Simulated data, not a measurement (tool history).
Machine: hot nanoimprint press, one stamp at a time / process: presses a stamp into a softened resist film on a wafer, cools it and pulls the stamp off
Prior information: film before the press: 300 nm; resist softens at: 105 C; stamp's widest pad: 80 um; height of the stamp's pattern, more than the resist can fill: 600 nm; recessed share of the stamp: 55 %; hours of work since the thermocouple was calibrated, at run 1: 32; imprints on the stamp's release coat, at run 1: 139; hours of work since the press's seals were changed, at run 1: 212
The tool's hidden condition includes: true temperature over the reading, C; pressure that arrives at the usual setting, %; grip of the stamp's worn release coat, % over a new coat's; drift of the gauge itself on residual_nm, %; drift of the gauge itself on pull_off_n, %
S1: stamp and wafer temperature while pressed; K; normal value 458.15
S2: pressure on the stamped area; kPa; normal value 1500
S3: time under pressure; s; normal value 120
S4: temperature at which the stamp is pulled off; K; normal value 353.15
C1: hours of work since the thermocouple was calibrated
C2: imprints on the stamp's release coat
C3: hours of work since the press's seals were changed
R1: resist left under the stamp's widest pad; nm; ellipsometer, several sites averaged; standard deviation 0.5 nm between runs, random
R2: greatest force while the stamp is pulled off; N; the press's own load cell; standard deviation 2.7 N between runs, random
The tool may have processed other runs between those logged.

run 1 day=0 | S1=458.15 S2=1500 S3=120 S4=353.15 | C1=32 C2=139 C3=212 | R1=109.1 R2=130
run 2 day=1.654 | S1=458.15 S2=1230 S3=120 S4=353.15 | C1=63 C2=275 C3=244 | R1=118.2 R2=142
run 3 day=4.408 | S1=458.15 S2=1230 S3=120 S4=353.15 | C1=115 C2=503 C3=296 | R1=118.8 R2=155
run 4 day=7.654 | S1=458.15 S2=1230 S3=120 S4=353.15 | C1=177 C2=770 C3=357 | R1=117.5 R2=172
run 5 day=9.9 | S1=458.15 S2=1230 S3=120 S4=353.15 | C1=219 C2=955 C3=400 | R1=117.6 R2=185
run 6 day=13.354 | S1=458.15 S2=1230 S3=120 S4=353.15 | C1=284 C2=1240 C3=465 | R1=116.2 R2=196
run 7 day=14.738 | S1=458.15 S2=1500 S3=120 S4=353.15 | C1=311 C2=1354 C3=491 | R1=105.9 R2=208
run 8 day=17.579 | S1=458.15 S2=1500 S3=120 S4=353.15 | C1=364 C2=1589 C3=545 | R1=104.9 R2=218
run 9 day=21.029 | S1=458.15 S2=1850 S3=120 S4=353.15 | C1=430 C2=1873 C3=610 | R1=93.7 R2=244
-- day=24.096 plate thermocouple calibrated
run 10 day=24.225 | S1=458.15 S2=1850 S3=120 S4=353.15 | C1=2 C2=2126 C3=668 | R1=100 R2=275
-- day=26.158 stamp cleaned and given a new release coat
run 11 day=27.096 | S1=458.15 S2=1850 S3=120 S4=353.15 | C1=52 C2=78 C3=718 | R1=99.6 R2=129
run 12 day=29.217 | S1=458.15 S2=1850 S3=120 S4=353.15 | C1=92 C2=253 C3=758 | R1=98.9 R2=145
run 13 day=31.829 | S1=463.15 S2=1100 S3=120 S4=353.15 | C1=142 C2=468 C3=807 | R1=106.2 R2=152
run 14 day=33.529 | S1=463.15 S2=1100 S3=120 S4=353.15 | C1=174 C2=608 C3=840 | R1=106.3 R2=164
-- day=35.275 press's hydraulic seals changed and the load cell set to zero
run 15 day=36.312 | S1=463.15 S2=1100 S3=120 S4=353.15 | C1=220 C2=810 C3=20 | R1=104.9 R2=173
run 16 day=37.912 | S1=456.15 S2=1500 S3=91 S4=348.15 | C1=250 C2=942 C3=50 | R1=127.4 R2=199
run 17 day=40.267 | S1=457.15 S2=1160 S3=159 S4=352.15 | C1=295 C2=1136 C3=94 | R1=111.1 R2=199
run 18 day=43.279 | S1=457.15 S2=1160 S3=159 S4=352.15 | C1=352 C2=1385 C3=151 | R1=109.8 R2=219
run 19 day=46.033 | S1=463.15 S2=1200 S3=225 S4=348.15 | C1=404 C2=1612 C3=204 | R1=75.2 R2=255
run 20 day=47.712 | S1=463.15 S2=1200 S3=225 S4=348.15 | C1=436 C2=1750 C3=235 | R1=74.6 R2=266

Alternative continuations, all from the tool just after run 20; predict every row:
-- day=50.429 plate thermocouple calibrated
run A day=50.429 | S1=458.15 S2=1500 S3=120 S4=353.15 | C1=0 C2=1964 C3=284 | R1=? R2=?
-- day=50.429 plate thermocouple calibrated
run B day=50.429 | S1=458.15 S2=1690 S3=120 S4=353.15 | C1=0 C2=1964 C3=284 | R1=? R2=?
-- day=50.429 plate thermocouple calibrated
run C day=50.429 | S1=458.15 S2=1010 S3=127 S4=349.15 | C1=0 C2=1964 C3=284 | R1=? R2=?
-- day=50.429 plate thermocouple calibrated
run D day=50.429 | S1=458.15 S2=1370 S3=90 S4=351.15 | C1=0 C2=1964 C3=284 | R1=? R2=?
-- day=50.429 plate thermocouple calibrated
run E day=50.429 | S1=469.15 S2=1200 S3=225 S4=348.15 | C1=0 C2=1964 C3=284 | R1=? R2=?

run=A R1=109.5 R2=256
run=B R1=103.7 R2=258
run=C R1=129.7 R2=291
run=D R1=127.3 R2=270
run=E R1=64 R2=299
Take away the tool's hidden state, keep each run's random variation, and the runs would have read:
run=A R1=109.5 R2=124
run=B R1=103.7 R2=124
run=C R1=129.9 R2=140
run=D R1=127.3 R2=130
run=E R1=64 R2=144
